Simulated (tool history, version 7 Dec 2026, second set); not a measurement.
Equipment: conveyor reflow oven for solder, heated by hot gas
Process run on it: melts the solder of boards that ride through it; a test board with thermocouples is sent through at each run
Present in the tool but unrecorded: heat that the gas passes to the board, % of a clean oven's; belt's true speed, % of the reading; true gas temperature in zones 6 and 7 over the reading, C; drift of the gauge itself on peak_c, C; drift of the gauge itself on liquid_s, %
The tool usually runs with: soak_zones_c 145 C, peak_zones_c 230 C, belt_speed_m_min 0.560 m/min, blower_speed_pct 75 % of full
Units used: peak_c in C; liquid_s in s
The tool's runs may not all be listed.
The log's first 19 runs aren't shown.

run    hour  soak_zones_c  peak_zones_c  belt_speed_m_min  blower_speed_pct  hours of work since the flux was cleaned out  hours of work since the belt drive was overhauled  hours of work since the thermocouples were changed  peak_c  liquid_s
 20   963.5           145           226             0.584                74                                            33                                               1003                                                 616   210.0      57.4
 21  1000.0           145           226             0.584                74                                            50                                               1020                                                 633   209.8      57.2
 22  1064.4           145           226             0.584                55                                            80                                               1050                                                 664   202.8      46.1
 23  1102.8           145           226             0.584                55                                            99                                               1068                                                 682   202.6      46.1
 24  1139.5           145           233             0.470                55                                           116                                               1086                                                 699   215.9      77.7
 25  1205.3           147           230             0.571                54                                           147                                               1117                                                 730   206.7      53.7
 26  1239.3           148           236             0.609                63                                           163                                               1133                                                 746   213.3      58.2
 27  1284.9           151           236             0.544                63                                           184                                               1154                                                 768   217.9      72.0
 28  1334.3           151           236             0.544                63                                           208                                               1177                                                 791   217.8      71.8
     1358.1  -- thermocouples of zones 6 and 7 changed
 29  1367.8           151           236             0.544                63                                           222                                               1192                                                   5   218.1      71.6
 30  1404.5           151           236             0.544                63                                           240                                               1209                                                  22   217.9      71.4
 31  1450.3           148           236             0.555                51                                           261                                               1231                                                  43   210.8      60.8

What if the next run were any one of these 3? Each begins from the tool's condition after run 31:
  A  1485.9           145           230             0.636                64                                           278                                               1248                                                  60       ?         ?
  B  1485.9           145           230             0.560                56                                           278                                               1248                                                  60       ?         ?
  C  1485.9           152           225             0.595                51                                           278                                               1248                                                  60       ?         ?

run  peak_c  liquid_s
  A   206.8      47.0
  B   208.0      55.4
  C   201.0      45.4
Without the tool's unlogged condition, the same runs would have read:
run  peak_c  liquid_s
  A   206.9      47.1
  B   208.0      55.5
  C   201.0      45.5
